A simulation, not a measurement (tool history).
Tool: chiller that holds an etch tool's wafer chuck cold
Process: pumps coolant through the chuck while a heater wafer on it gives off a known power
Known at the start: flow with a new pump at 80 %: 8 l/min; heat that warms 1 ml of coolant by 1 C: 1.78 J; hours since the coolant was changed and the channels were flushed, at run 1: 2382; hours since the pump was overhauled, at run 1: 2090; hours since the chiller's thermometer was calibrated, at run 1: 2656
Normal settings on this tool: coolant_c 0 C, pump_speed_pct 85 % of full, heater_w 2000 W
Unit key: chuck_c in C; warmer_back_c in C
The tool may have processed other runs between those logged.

run	hour	coolant_c	pump_speed_pct	heater_w	hours since the coolant was changed and the channels were flushed	hours since the pump was overhauled	hours since the chiller's thermometer was calibrated	chuck_c	warmer_back_c
1	0.0	0	85	2000	2382	2090	2656	17.8	7.89
2	64.3	0	85	2000	2446	2154	2721	17.8	7.93
# hour 151.1: chiller's thermometer calibrated
3	151.3	0	94	2000	2532	2240	0	16.0	7.05
4	241.7	0	94	2000	2622	2331	91	16.1	7.16
5	295.1	0	94	2000	2676	2384	144	16.0	7.06
6	373.4	0	94	2000	2754	2463	222	16.0	7.06
7	455.6	0	85	1271	2836	2545	305	11.1	5.03
8	504.0	0	85	1271	2885	2593	353	11.3	5.05
9	592.6	0	85	1271	2973	2682	442	11.1	5.04
10	677.7	0	85	1271	3058	2767	527	11.1	5.06
11	730.3	0	85	2000	3111	2819	579	17.7	7.92
12	776.3	0	85	2000	3157	2865	625	17.6	7.90
13	871.2	-5	66	1722	3252	2960	720	14.4	8.89
14	914.0	6	70	2000	3295	3003	763	27.1	9.66
15	966.6	4	96	1421	3347	3056	815	15.2	4.92
16	1046.0	1	66	1421	3427	3135	895	16.8	7.35
17	1101.0	-3	92	1031	3482	3190	950	5.5	3.78
18	1173.3	-6	85	1363	3554	3263	1022	6.1	5.39
19	1272.1	8	85	2000	3653	3361	1121	25.6	7.86
20	1355.0	8	85	2000	3736	3444	1204	25.6	7.90
21	1451.2	0	85	1786	3832	3540	1300	15.8	7.03
22	1527.6	0	85	1786	3908	3617	1376	15.8	7.02
23	1577.6	9	85	2000	3958	3667	1427	26.6	7.90

Alternative continuations, all from the tool just after run 23; predict every row:
A	1661.4	0	71	1080	4042	3751	1510	?	?
B	1661.4	2	85	2775	4042	3751	1510	?	?
C	1661.4	9	64	2000	4042	3751	1510	?	?
D	1661.4	0	63	1046	4042	3751	1510	?	?
E	1661.4	-3	85	2000	4042	3751	1510	?	?

run	chuck_c	warmer_back_c
A	11.3	5.21
B	26.4	10.93
C	32.1	10.58
D	12.3	5.65
E	14.7	7.91
The same runs, with their run-to-run variation unchanged, on a tool lacking any hidden condition would have given:
run	chuck_c	warmer_back_c
A	11.3	5.20
B	26.4	10.93
C	32.0	10.57
D	12.2	5.65
E	14.7	7.91

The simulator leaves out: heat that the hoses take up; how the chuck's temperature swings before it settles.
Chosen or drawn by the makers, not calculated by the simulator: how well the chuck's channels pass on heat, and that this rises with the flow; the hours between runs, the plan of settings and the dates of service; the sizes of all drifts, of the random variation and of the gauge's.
